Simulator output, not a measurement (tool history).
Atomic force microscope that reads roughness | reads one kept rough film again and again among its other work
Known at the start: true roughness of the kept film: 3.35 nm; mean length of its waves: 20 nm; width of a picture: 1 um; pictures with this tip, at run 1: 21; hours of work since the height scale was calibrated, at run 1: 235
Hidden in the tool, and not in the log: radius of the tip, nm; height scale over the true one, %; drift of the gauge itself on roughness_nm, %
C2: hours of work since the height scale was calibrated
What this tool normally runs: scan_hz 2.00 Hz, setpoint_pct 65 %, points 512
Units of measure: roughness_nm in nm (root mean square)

Run 1, hour 0.0: usual settings; pictures with this tip 21; C2 235. Result: roughness_nm 2.614 nm (root mean square).
At hour 72.6: new tip fitted.
Run 2, hour 85.6: usual settings; pictures with this tip 18; C2 302. Result: roughness_nm 2.630 nm (root mean square).
Run 3, hour 146.8: usual settings; pictures with this tip 102; C2 350. Result: roughness_nm 2.605 nm (root mean square).
At hour 161.1: new tip fitted.
Run 4, hour 213.6: usual settings but scan_hz 1.57 Hz; pictures with this tip 72; C2 402. Result: roughness_nm 2.677 nm (root mean square).
At hour 250.0: new tip fitted.
Run 5, hour 290.5: usual settings but scan_hz 1.57 Hz; pictures with this tip 56; C2 462. Result: roughness_nm 2.673 nm (root mean square).
At hour 339.0: new tip fitted.
Run 6, hour 364.8: usual settings but scan_hz 1.57 Hz; pictures with this tip 35; C2 520. Result: roughness_nm 2.678 nm (root mean square).
At hour 426.6: new tip fitted.
Run 7, hour 435.0: usual settings but scan_hz 1.57 Hz; pictures with this tip 11; C2 574. Result: roughness_nm 2.690 nm (root mean square).
Run 8, hour 487.1: usual settings but scan_hz 1.57 Hz; pictures with this tip 83; C2 615. Result: roughness_nm 2.673 nm (root mean square).
At hour 510.0: new tip fitted.
Run 9, hour 560.9: usual settings but setpoint_pct 61 %; pictures with this tip 70; C2 673. Result: roughness_nm 2.675 nm (root mean square).
At hour 594.3: new tip fitted.
Run 10, hour 638.9: usual settings but setpoint_pct 61 %; pictures with this tip 61; C2 734. Result: roughness_nm 2.677 nm (root mean square).
At hour 677.8: new tip fitted.
Run 11, hour 685.9: usual settings but points 883; pictures with this tip 11; C2 770. Result: roughness_nm 2.628 nm (root mean square).
Run 12, hour 725.4: usual settings but points 883; pictures with this tip 66; C2 801. Result: roughness_nm 2.629 nm (root mean square).
At hour 763.9: new tip fitted.
Run 13, hour 790.5: usual settings but points 883; pictures with this tip 37; C2 852. Result: roughness_nm 2.612 nm (root mean square).
At hour 850.7: new tip fitted.
Run 14, hour 862.3: usual settings but points 491; pictures with this tip 16; C2 908. Result: roughness_nm 2.620 nm (root mean square).
At hour 934.9: new tip fitted.
Run 15, hour 934.9: usual settings; pictures with this tip 0; C2 964. Result: roughness_nm 2.630 nm (root mean square).
Run 16, hour 995.7: usual settings; pictures with this tip 84; C2 1012. Result: roughness_nm 2.612 nm (root mean square).
At hour 1022.8: new tip fitted.
Run 17, hour 1058.8: usual settings; pictures with this tip 49; C2 1061. Result: roughness_nm 2.610 nm (root mean square).
At hour 1108.0: new tip fitted.
Run 18, hour 1113.6: usual settings; pictures with this tip 8; C2 1104. Result: roughness_nm 2.621 nm (root mean square).
Run 19, hour 1188.9: usual settings; pictures with this tip 112; C2 1163. Result: roughness_nm 2.613 nm (root mean square).
At hour 1194.4: new tip fitted.
Run 20, hour 1248.1: usual settings; pictures with this tip 74; C2 1209. Result: roughness_nm 2.640 nm (root mean square).
At hour 1278.0: new tip fitted.
Run 21, hour 1303.8: usual settings; pictures with this tip 36; C2 1252. Result: roughness_nm 2.606 nm (root mean square).
Run 22, hour 1347.9: usual settings but points 912; pictures with this tip 97; C2 1287. Result: roughness_nm 2.636 nm (root mean square).
At hour 1362.4: new tip fitted.
Run 23, hour 1395.4: usual settings but points 912; pictures with this tip 45; C2 1324. Result: roughness_nm 2.620 nm (root mean square).
At hour 1448.9: new tip fitted.
Run 24, hour 1472.2: usual settings but points 912; pictures with this tip 32; C2 1384. Result: roughness_nm 2.629 nm (root mean square).
Run 25, hour 1529.4: usual settings; pictures with this tip 110; C2 1429. Result: roughness_nm 2.626 nm (root mean square).
At hour 1535.6: new tip fitted.
Run 26, hour 1601.7: usual settings; pictures with this tip 91; C2 1485. Result: roughness_nm 2.610 nm (root mean square).
At hour 1619.4: new tip fitted.
Run 27, hour 1678.5: usual settings but scan_hz 0.93 Hz; pictures with this tip 81; C2 1545. Result: roughness_nm 2.741 nm (root mean square).
At hour 1703.4: new tip fitted.
Run 28, hour 1724.9: usual settings but scan_hz 1.31 Hz, setpoint_pct 84 %, points 271; pictures with this tip 30; C2 1581. Result: roughness_nm 2.399 nm (root mean square).
At hour 1789.4: new tip fitted.
Run 29, hour 1795.7: usual settings but scan_hz 0.84 Hz, setpoint_pct 89 %, points 314; pictures with this tip 9; C2 1636. Result: roughness_nm 2.488 nm (root mean square).
Run 30, hour 1854.7: usual settings but scan_hz 0.70 Hz, setpoint_pct 77 %, points 516; pictures with this tip 90; C2 1682. Result: roughness_nm 2.699 nm (root mean square).
At hour 1876.9: new tip fitted.
Run 31, hour 1919.1: usual settings but scan_hz 3.39 Hz, setpoint_pct 83 %, points 516; pictures with this tip 58; C2 1733. Result: roughness_nm 2.045 nm (root mean square).
At hour 1963.6: new tip fitted.
Run 32, hour 1985.8: usual settings but scan_hz 0.89 Hz, points 784; pictures with this tip 30; C2 1785. Result: roughness_nm 2.768 nm (root mean square).
At hour 2048.1: new tip fitted.
Run 33, hour 2074.2: usual settings but setpoint_pct 67 %, points 322; pictures with this tip 36; C2 1854. Result: roughness_nm 2.562 nm (root mean square).
At hour 2135.5: new tip fitted.
Run 34, hour 2135.5: usual settings but scan_hz 0.73 Hz, setpoint_pct 67 %, points 322; pictures with this tip 0; C2 1901. Result: roughness_nm 2.714 nm (root mean square).
Run 35, hour 2171.6: usual settings but scan_hz 2.73 Hz, setpoint_pct 87 %, points 469; pictures with this tip 50; C2 1930. Result: roughness_nm 2.065 nm (root mean square).
At hour 2221.3: new tip fitted.
Run 36, hour 2250.7: usual settings but scan_hz 1.39 Hz, setpoint_pct 59 %, points 863; pictures with this tip 40; C2 1991. Result: roughness_nm 2.742 nm (root mean square).
At hour 2305.1: new tip fitted.
Run 37, hour 2339.5: usual settings but scan_hz 1.39 Hz, setpoint_pct 63 %, points 781; pictures with this tip 47; C2 2061. Result: roughness_nm 2.720 nm (root mean square).
At hour 2392.5: new tip fitted.
Run 38, hour 2400.2: usual settings but scan_hz 1.39 Hz, setpoint_pct 63 %, points 481; pictures with this tip 11; C2 2108. Result: roughness_nm 2.693 nm (root mean square).
At hour 2476.9: new tip fitted.
Run 39, hour 2479.8: usual settings but scan_hz 1.34 Hz, setpoint_pct 63 %, points 410; pictures with this tip 4; C2 2170. Result: roughness_nm 2.703 nm (root mean square).
At hour 2559.9: new tip fitted.
Run 40, hour 2567.1: usual settings but setpoint_pct 85 %, points 321; pictures with this tip 10; C2 2238. Result: roughness_nm 2.233 nm (root mean square).
Run 41, hour 2612.7: usual settings but setpoint_pct 85 %, points 321; pictures with this tip 72; C2 2274. Result: roughness_nm 2.250 nm (root mean square).
At hour 2647.0: new tip fitted.
Run 42, hour 2655.0: usual settings but points 737; pictures with this tip 11; C2 2307. Result: roughness_nm 2.659 nm (root mean square).
Run 43, hour 2728.8: usual settings but scan_hz 2.46 Hz, setpoint_pct 84 %, points 737; pictures with this tip 113; C2 2365. Result: roughness_nm 2.211 nm (root mean square).
At hour 2736.4: new tip fitted.
Run 44, hour 2811.6: usual settings but points 598; pictures with this tip 103; C2 2429. Result: roughness_nm 2.628 nm (root mean square).
At hour 2820.1: new tip fitted.
Run 45, hour 2867.3: usual settings but scan_hz 2.21 Hz, points 622; pictures with this tip 65; C2 2473. Result: roughness_nm 2.602 nm (root mean square).
At hour 2903.3: new tip fitted.
Run 46, hour 2939.6: usual settings but scan_hz 1.33 Hz; pictures with this tip 50; C2 2529. Result: roughness_nm 2.684 nm (root mean square).
At hour 2990.2: new tip fitted.
Run 47, hour 3016.0: usual settings but scan_hz 1.33 Hz; pictures with this tip 36; C2 2589. Result: roughness_nm 2.678 nm (root mean square).
At hour 3074.2: new tip fitted.
At hour 3075.2: height scale calibrated on a step standard.
Run 48, hour 3090.6: usual settings but scan_hz 0.77 Hz, setpoint_pct 79 %, points 410; pictures with this tip 22; C2 12. Result: roughness_nm 2.624 nm (root mean square).
Run 49, hour 3143.5: usual settings but scan_hz 0.77 Hz, setpoint_pct 79 %, points 893; pictures with this tip 94; C2 54. Result: roughness_nm 2.653 nm (root mean square).

What if the next run were any one of these 5? Each begins from the tool's condition after run 49:
At hour 3158.9: new tip fitted.
Run A, hour 3232.4: usual settings but scan_hz 3.00 Hz, setpoint_pct 79 %, points 893; pictures with this tip 101; C2 123. Result: roughness_nm ?.
At hour 3158.9: new tip fitted.
Run B, hour 3232.4: usual settings but scan_hz 1.31 Hz; pictures with this tip 101; C2 123. Result: roughness_nm ?.
At hour 3158.9: new tip fitted.
Run C, hour 3232.4: usual settings but scan_hz 3.41 Hz, setpoint_pct 76 %, points 268; pictures with this tip 101; C2 123. Result: roughness_nm ?.
At hour 3158.9: new tip fitted.
Run D, hour 3232.4: usual settings but scan_hz 3.65 Hz, setpoint_pct 86 %, points 893; pictures with this tip 101; C2 123. Result: roughness_nm ?.
At hour 3158.9: new tip fitted.
Run E, hour 3232.4: usual settings but scan_hz 3.80 Hz, setpoint_pct 71 %, points 813; pictures with this tip 101; C2 123. Result: roughness_nm ?.

run  roughness_nm
  A         2.228
  B         2.697
  C         2.169
  D         1.915
  E         2.327
Had the tool no hidden state, the same runs would have come out as:
run  roughness_nm
  A         2.233
  B         2.703
  C         2.174
  D         1.919
  E         2.332
